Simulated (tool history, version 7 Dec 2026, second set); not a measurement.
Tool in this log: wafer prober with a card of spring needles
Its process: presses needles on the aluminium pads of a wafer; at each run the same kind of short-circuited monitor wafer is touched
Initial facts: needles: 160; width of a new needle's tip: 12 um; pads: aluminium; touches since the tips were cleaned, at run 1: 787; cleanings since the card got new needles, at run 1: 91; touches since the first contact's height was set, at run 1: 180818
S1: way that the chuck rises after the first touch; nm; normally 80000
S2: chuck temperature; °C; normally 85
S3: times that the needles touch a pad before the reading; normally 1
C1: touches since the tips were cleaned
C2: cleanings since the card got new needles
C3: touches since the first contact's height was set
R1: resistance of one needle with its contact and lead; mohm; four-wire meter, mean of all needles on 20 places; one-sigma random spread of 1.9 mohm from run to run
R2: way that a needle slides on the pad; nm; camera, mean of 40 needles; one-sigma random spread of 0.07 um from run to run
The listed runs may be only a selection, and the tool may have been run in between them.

run	hour	S1	S2	S3	C1	C2	C3	R1	R2
1	0	80000	85	1	787	91	180818	229	16720
# hour 10.3: tips cleaned on abrasive film
# hour 20.7: tips cleaned on abrasive film
# hour 31: tips cleaned on abrasive film
# hour 41.4: tips cleaned on abrasive film
# hour 51.7: tips cleaned on abrasive film
# hour 62.1: tips cleaned on abrasive film
# hour 62.4: height of the first contact set anew
# hour 72.7: tips cleaned on abrasive film
2	79.8	80000	85	1	2859	98	6974	262	16200
# hour 85: tips cleaned on abrasive film
# hour 97.9: tips cleaned on abrasive film
# hour 108.3: tips cleaned on abrasive film
# hour 121.2: tips cleaned on abrasive film
# hour 131.5: tips cleaned on abrasive film
# hour 141.9: tips cleaned on abrasive film
# hour 152.2: tips cleaned on abrasive film
3	158.7	80000	85	1	2614	105	38394	260	15940
# hour 163.9: tips cleaned on abrasive film
# hour 174.3: tips cleaned on abrasive film
# hour 187.2: tips cleaned on abrasive film
# hour 197.5: tips cleaned on abrasive film
# hour 207.9: tips cleaned on abrasive film
# hour 218.2: tips cleaned on abrasive film
# hour 228.6: tips cleaned on abrasive film
# hour 234: height of the first contact set anew, once more
# hour 239.2: tips cleaned on abrasive film
# hour 249.5: tips cleaned on abrasive film
4	254.7	80000	85	1	2060	114	8232	248	17930
# hour 262: tips cleaned on abrasive film
# hour 272.3: tips cleaned on abrasive film
# hour 282.6: tips cleaned on abrasive film
# hour 293: tips cleaned on abrasive film
# hour 303.3: tips cleaned on abrasive film
# hour 313.7: tips cleaned on abrasive film
# hour 324: tips cleaned on abrasive film
5	327.7	80000	85	1	1464	121	37277	237	17600
# hour 335.4: tips cleaned on abrasive film
# hour 345.8: tips cleaned on abrasive film
# hour 356.1: tips cleaned on abrasive film
# hour 366.5: tips cleaned on abrasive film
# hour 376.8: tips cleaned on abrasive film
# hour 387.2: tips cleaned on abrasive film
6	390.9	80000	85	1	1504	127	62442	245	17430
# hour 398.7: tips cleaned on abrasive film
# hour 409: tips cleaned on abrasive film
# hour 419.4: tips cleaned on abrasive film
# hour 429.7: tips cleaned on abrasive film
7	429.8	80000	85	1	55	131	77929	215	17250
# hour 440.2: tips cleaned on abrasive film
# hour 450.5: tips cleaned on abrasive film
# hour 463.4: tips cleaned on abrasive film
# hour 473.8: tips cleaned on abrasive film
# hour 484.1: tips cleaned on abrasive film
# hour 494.5: tips cleaned on abrasive film
# hour 504.8: tips cleaned on abrasive film
8	505.1	80000	85	1	119	138	107884	216	17180
# hour 515.4: tips cleaned on abrasive film
# hour 528.3: tips cleaned on abrasive film
# hour 538.7: tips cleaned on abrasive film
9	548.6	80000	40	1	3991	141	125245	265	16960
# hour 551.3: tips cleaned on abrasive film
# hour 564.2: tips cleaned on abrasive film
# hour 574.5: tips cleaned on abrasive film
# hour 584.9: tips cleaned on abrasive film
# hour 597.8: tips cleaned on abrasive film
10	606.8	80000	40	1	3614	146	148405	270	16990
# hour 609.4: tips cleaned on abrasive film
# hour 622.3: tips cleaned on abrasive film
# hour 635.2: tips cleaned on abrasive film
# hour 645.6: tips cleaned on abrasive film
# hour 655.9: tips cleaned on abrasive film
# hour 666.3: tips cleaned on abrasive film
# hour 679.2: tips cleaned on abrasive film
# hour 689.5: tips cleaned on abrasive film
11	693.4	80000	35	1	1550	154	182875	246	16780
# hour 701.1: tips cleaned on abrasive film
# hour 711.5: tips cleaned on abrasive film
# hour 721.8: tips cleaned on abrasive film
# hour 732.2: tips cleaned on abrasive film
# hour 742.5: tips cleaned on abrasive film
12	746.4	69000	70	1	1583	159	204004	274	14140
# hour 749.3: height of the first contact set anew
# hour 754.5: tips cleaned on abrasive film
# hour 764.9: tips cleaned on abrasive film
# hour 775.2: tips cleaned on abrasive film
# hour 785.6: tips cleaned on abrasive film
# hour 795.9: tips cleaned on abrasive film
# hour 806.2: tips cleaned on abrasive film
# hour 816.6: tips cleaned on abrasive film
13	823.8	69000	70	1	2889	166	29636	289	15170
# hour 829: tips cleaned on abrasive film
# hour 841.9: tips cleaned on abrasive film
# hour 852.2: tips cleaned on abrasive film
# hour 865.1: tips cleaned on abrasive film
14	865.7	82000	113	1	235	170	46330	226	17980
# hour 876.1: tips cleaned on abrasive film
# hour 886.4: tips cleaned on abrasive film
# hour 896.7: tips cleaned on abrasive film
# hour 907.1: tips cleaned on abrasive film
# hour 917.4: tips cleaned on abrasive film
# hour 927.8: tips cleaned on abrasive film
15	934.3	70000	28	1	2607	176	73626	273	15080
# hour 939.5: tips cleaned on abrasive film
# hour 949.8: tips cleaned on abrasive film
# hour 962.7: tips cleaned on abrasive film
# hour 973.1: tips cleaned on abrasive film
# hour 986: tips cleaned on abrasive film
# hour 996.3: tips cleaned on abrasive film
# hour 1006.7: tips cleaned on abrasive film
16	1016.4	86000	28	1	3905	183	106337	269	18630
# hour 1019: tips cleaned on abrasive film
# hour 1029.4: tips cleaned on abrasive film
# hour 1039.7: tips cleaned on abrasive film
# hour 1050.1: tips cleaned on abrasive film
# hour 1060.4: tips cleaned on abrasive film
# hour 1070.8: tips cleaned on abrasive film
# hour 1081.1: tips cleaned on abrasive film
17	1083.7	86000	28	1	1044	190	133100	226	18440
# hour 1091.5: tips cleaned on abrasive film
# hour 1101.8: tips cleaned on abrasive film
# hour 1114.7: tips cleaned on abrasive film
# hour 1125: tips cleaned on abrasive film
18	1126.2	86000	28	1	472	194	150023	211	18260
# hour 1136.6: tips cleaned on abrasive film
# hour 1146.9: tips cleaned on abrasive film
# hour 1157.2: tips cleaned on abrasive film
19	1166.1	74000	90	3	3561	197	165929	248	15520
# hour 1168.8: tips cleaned on abrasive film
# hour 1179.1: tips cleaned on abrasive film
# hour 1189.4: tips cleaned on abrasive film
# hour 1199.8: tips cleaned on abrasive film
# hour 1212.7: tips cleaned on abrasive film
20	1217.2	61000	85	1	1803	202	186249	308	12520
# hour 1225: tips cleaned on abrasive film
# hour 1237.9: tips cleaned on abrasive film
# hour 1250.8: tips cleaned on abrasive film
# hour 1263.7: tips cleaned on abrasive film
# hour 1264: height of the first contact set anew
# hour 1274.3: tips cleaned on abrasive film
# hour 1284.7: tips cleaned on abrasive film
# hour 1297.6: tips cleaned on abrasive film
21	1302.3	65000	33	1	1904	209	15278	278	14320

Each row is a separate what-if for the run after 21, all from the same tool condition, not one after another. Results?
# hour 1310.1: tips cleaned on abrasive film
# hour 1320.4: tips cleaned on abrasive film
# hour 1330.8: tips cleaned on abrasive film
# hour 1341.1: tips cleaned on abrasive film
# hour 1351.4: tips cleaned on abrasive film
# hour 1361.8: tips cleaned on abrasive film
A	1363.8	79000	67	1	800	215	39739	?	?
# hour 1310.1: tips cleaned on abrasive film
# hour 1320.4: tips cleaned on abrasive film
# hour 1330.8: tips cleaned on abrasive film
# hour 1341.1: tips cleaned on abrasive film
# hour 1351.4: tips cleaned on abrasive film
# hour 1361.8: tips cleaned on abrasive film
B	1363.8	63000	52	1	800	215	39739	?	?
# hour 1310.1: tips cleaned on abrasive film
# hour 1320.4: tips cleaned on abrasive film
# hour 1330.8: tips cleaned on abrasive film
# hour 1341.1: tips cleaned on abrasive film
# hour 1351.4: tips cleaned on abrasive film
# hour 1361.8: tips cleaned on abrasive film
C	1363.8	65000	33	1	800	215	39739	?	?

run	R1	R2
A	232	17240
B	251	13780
C	242	14210
Take away the tool's hidden state, keep each run's random variation, and the runs would have read:
run	R1	R2
A	197	17480
B	200	14020
C	194	14450
